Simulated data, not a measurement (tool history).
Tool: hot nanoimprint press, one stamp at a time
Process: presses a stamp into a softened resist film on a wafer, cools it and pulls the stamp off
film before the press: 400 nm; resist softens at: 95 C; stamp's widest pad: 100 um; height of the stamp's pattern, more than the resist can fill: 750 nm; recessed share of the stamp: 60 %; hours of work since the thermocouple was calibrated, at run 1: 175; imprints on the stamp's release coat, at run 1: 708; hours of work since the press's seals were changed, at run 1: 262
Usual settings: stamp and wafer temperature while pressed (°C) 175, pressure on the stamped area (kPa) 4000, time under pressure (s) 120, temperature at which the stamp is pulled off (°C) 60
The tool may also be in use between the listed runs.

run   hour  stamp and wafer temperature while pressed (°C)  pressure on the stamped area (kPa)  time under pressure (s)  temperature at which the stamp is pulled off (°C)  hours of work since the thermocouple was calibrated  imprints on the stamp's release coat  hours of work since the press's seals were changed  resist left under the stamp's widest pad (Å)  greatest force while the stamp is pulled off (N)
  1      0                                             175                                4000                      120                                                 60                                                  175                                   708                                                 262                                          2064                                               154
  2    8.2                                             175                                4000                      120                                                 60                                                  181                                   740                                                 268                                          2078                                               149
  3   16.4                                             175                                4000                      140                                                 60                                                  188                                   771                                                 275                                          1948                                               155
  4   20.5                                             175                                3380                      120                                                 60                                                  191                                   786                                                 278                                          2246                                               154
  5   25.8                                             175                                3880                      120                                                 60                                                  195                                   806                                                 282                                          2057                                               157
  6   31.7                                             175                                3880                      120                                                 60                                                  199                                   829                                                 286                                          2103                                               156
  7   39.7                                             175                                4000                      120                                                 60                                                  206                                   859                                                 292                                          2051                                               155
  8     49                                             173                                4000                      120                                                 60                                                  213                                   895                                                 300                                          2206                                               162
  9   57.9                                             173                                4000                      120                                                 60                                                  220                                   928                                                 306                                          2218                                               160
 10     65                                             173                                4000                      120                                                 60                                                  225                                   955                                                 312                                          2208                                               160
 11   69.7                                             173                                4000                      120                                                 60                                                  229                                   973                                                 315                                          2199                                               165
 12   75.4                                             173                                4000                      120                                                 60                                                  233                                   995                                                 320                                          2195                                               161
 13   84.1                                             175                                4000                      120                                                 60                                                  240                                  1028                                                 327                                          2042                                               163
 14   90.4                                             175                                4000                      120                                                 60                                                  245                                  1052                                                 331                                          2050                                               161
 15   97.9                                             175                                4000                      120                                                 60                                                  250                                  1081                                                 337                                          2014                                               159
 16  103.3                                             179                                5890                      129                                                 51                                                  254                                  1101                                                 341                                          1406                                               184
 17  108.7                                             185                                6120                       68                                                 54                                                  259                                  1122                                                 346                                          1377                                               174
 18  112.6                                             185                                6120                       68                                                 54                                                  262                                  1137                                                 348                                          1384                                               178
     118.6  -- plate thermocouple calibrated
 19  120.7                                             185                                6120                      161                                                 54                                                    2                                  1156                                                 352                                          1050                                               181
 20  125.1                                             172                                6120                       83                                                 50                                                    5                                  1173                                                 356                                          2212                                               196
 21  129.4                                             172                                4350                       83                                                 50                                                    8                                  1189                                                 359                                          2554                                               197
 22  134.9                                             172                                4350                       83                                                 50                                                   13                                  1210                                                 363                                          2538                                               205
 23  141.4                                             179                                2990                      104                                                 60                                                   18                                  1235                                                 368                                          2236                                               167
 24  147.7                                             182                                2990                      184                                                 48                                                   22                                  1258                                                 373                                          1645                                               204
 25  154.9                                             182                                2990                      184                                                 48                                                   28                                  1286                                                 379                                          1632                                               217
 26  162.1                                             177                                2990                      238                                                 48                                                   34                                  1313                                                 384                                          1819                                               207
 27  166.3                                             177                                2990                      238                                                 48                                                   37                                  1329                                                 387                                          1793                                               206
 28  173.6                                             175                                2660                      123                                                 57                                                   42                                  1357                                                 393                                          2518                                               186
     181.7  -- stamp cleaned and given a new release coat
 29  184.2                                             164                                4000                      184                                                 58                                                   46                                    10                                                 397                                          2769                                               138

Some steps in resist left under the stamp's widest pad (Å) between neighbouring runs. How much of each would the tool show without its hidden state too (settings, what came in, random variation), and how much is left for the hidden state, with any gauge scatter that isn't in both results?
The hidden state here: true temperature over the reading, C; pressure that arrives at the usual setting, %; grip of the stamp's worn release coat, % over a new coat's; drift of the gauge itself on residual_nm, %; drift of the gauge itself on pull_off_n, %.
Run 15 -> 16: stamp and wafer temperature while pressed (°C) 175 -> 179, pressure on the stamped area (kPa) 4000 -> 5890, time under pressure (s) 120 -> 129, temperature at which the stamp is pulled off (°C) 60 -> 51. resist left under the stamp's widest pad (Å) -608: hidden state +29, all else -637.
Run 18 -> 19: time under pressure (s) 68 -> 161, plate thermocouple calibrated. resist left under the stamp's widest pad (Å) -334: hidden state +67, all else -401.
Run 19 -> 20: stamp and wafer temperature while pressed (°C) 185 -> 172, time under pressure (s) 161 -> 83, temperature at which the stamp is pulled off (°C) 54 -> 50. resist left under the stamp's widest pad (Å) +1162: hidden state +8, all else +1154.
Run 27 -> 28: stamp and wafer temperature while pressed (°C) 177 -> 175, pressure on the stamped area (kPa) 2990 -> 2660, time under pressure (s) 238 -> 123, temperature at which the stamp is pulled off (°C) 48 -> 57. resist left under the stamp's widest pad (Å) +725: hidden state -5, all else +730.

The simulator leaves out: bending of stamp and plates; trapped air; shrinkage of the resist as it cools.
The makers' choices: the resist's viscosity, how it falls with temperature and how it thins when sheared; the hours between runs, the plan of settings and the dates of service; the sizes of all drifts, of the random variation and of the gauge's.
